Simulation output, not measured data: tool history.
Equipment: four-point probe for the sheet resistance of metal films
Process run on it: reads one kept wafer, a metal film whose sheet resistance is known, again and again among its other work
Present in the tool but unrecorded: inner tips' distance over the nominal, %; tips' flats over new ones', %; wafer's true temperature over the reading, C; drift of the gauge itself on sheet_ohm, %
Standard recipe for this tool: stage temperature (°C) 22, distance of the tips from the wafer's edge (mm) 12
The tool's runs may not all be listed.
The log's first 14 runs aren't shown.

run     day  stage temperature (°C)  distance of the tips from the wafer's edge (mm)  touches since the probe head was changed  hours of work since the stage's thermometer was calibrated  sheet resistance as the instrument gives it (ohm/square)
 15  11.742                      22                                               12                                     64221                                                         938                                                  1.405791
 16  12.229                      22                                               12                                     64804                                                         945                                                  1.405401
 17  13.283                      22                                               12                                     66053                                                         959                                                  1.406263
 18  14.412                      22                                                5                                     67394                                                         975                                                  1.412443
 19  15.229                      22                                               12                                     68363                                                         986                                                  1.406163
 20  16.283                      22                                               12                                     69614                                                        1000                                                  1.405974
 21  17.412                      21                                                6                                     70952                                                        1016                                                  1.410227
 22  18.142                      25                                                5                                     71816                                                        1026                                                  1.412456
 23  18.842                      25                                                5                                     72645                                                        1035                                                  1.412618
 24  20.038                      26                                               14                                     74066                                                        1051                                                  1.406184
 25  20.771                      24                                               57                                     74936                                                        1061                                                  1.404552
 26  21.662                      25                                                3                                     75991                                                        1074                                                  1.425737
 27  22.725                      22                                               10                                     77256                                                        1088                                                  1.407231
 28  23.467                      31                                                6                                     78136                                                        1098                                                  1.410203
 29  24.254                      34                                                3                                     79068                                                        1109                                                  1.425913
 30  24.746                      34                                                3                                     79654                                                        1116                                                  1.425347
 31  25.571                      25                                               20                                     80633                                                        1127                                                  1.406035
 32  26.442                      18                                                8                                     81665                                                        1139                                                  1.408339
 33  27.362                      22                                                8                                     82755                                                        1151                                                  1.408340
 34  27.938                      23                                               10                                     83438                                                        1159                                                  1.407224
 35  28.683                      23                                               10                                     84324                                                        1169                                                  1.407398
 36  29.479                      21                                               53                                     85269                                                        1180                                                  1.405563
 37  30.283                      24                                               20                                     86222                                                        1191                                                  1.405892
 38  31.404                      24                                               20                                     87551                                                        1206                                                  1.406885
 39  31.967                      26                                               23                                     88219                                                        1214                                                  1.406006

Below are 3 alternative next runs, each starting from the tool's condition after run 39. Predict each:
  A  33.062                      20                                                7                                     89521                                                        1229                                                         ?
  B  33.062                      31                                                4                                     89521                                                        1229                                                         ?
  C  33.062                      26                                               12                                     89521                                                        1229                                                         ?

run  sheet resistance as the instrument gives it (ohm/square)
  A                                                  1.410130
  B                                                  1.417751
  C                                                  1.407377
The same runs, with their run-to-run variation unchanged, on a tool lacking any hidden condition would have given:
run  sheet resistance as the instrument gives it (ohm/square)
  A                                                  1.402948
  B                                                  1.410563
  C                                                  1.400225
